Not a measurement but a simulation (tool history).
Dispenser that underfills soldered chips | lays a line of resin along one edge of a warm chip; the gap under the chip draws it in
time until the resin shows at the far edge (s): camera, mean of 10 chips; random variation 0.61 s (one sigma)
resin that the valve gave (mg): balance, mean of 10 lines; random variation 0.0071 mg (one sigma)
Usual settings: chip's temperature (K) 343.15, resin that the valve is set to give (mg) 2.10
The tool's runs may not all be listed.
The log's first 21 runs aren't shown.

run,hour,chip's temperature (K),resin that the valve is set to give (mg),time until the resin shows at the far edge (s),resin that the valve gave (mg)
22,81.0,335.15,2.50,102.8,2.492
23,83.4,335.15,2.50,111.1,2.489
# hour 84.1: new syringe of resin
24,87.9,343.15,2.01,59.5,1.981
25,90.6,343.15,1.83,66.4,1.818
26,93.2,343.15,1.83,71.4,1.810
27,95.6,338.15,1.83,93.1,1.812
# hour 99.5: new syringe of resin
28,100.8,355.15,2.17,34.6,2.155
29,105.6,329.15,2.60,111.3,2.558
30,109.5,335.15,2.33,98.0,2.296
31,112.3,335.15,2.33,105.3,2.292
# hour 115.0: new syringe of resin
32,116.2,340.15,2.52,63.4,2.469
33,119.4,340.15,2.52,67.1,2.485
34,123.2,333.15,2.52,100.1,2.468
35,126.7,333.15,2.52,110.1,2.477

4 ways to go on from here, each from the tool as it stands after run 35. What would each give?
A,130.0,348.15,2.63,?,?
B,130.0,349.15,2.08,?,?
C,130.0,330.15,1.98,?,?
D,130.0,344.15,2.10,?,?

run,time until the resin shows at the far edge (s),resin that the valve gave (mg)
A,64.5,2.572
B,64.5,2.027
C,141.8,1.941
D,75.6,2.060
Without the tool's hidden state the same runs would have given:
run,time until the resin shows at the far edge (s),resin that the valve gave (mg)
A,42.1,2.626
B,42.0,2.069
C,91.8,1.982
D,48.9,2.103
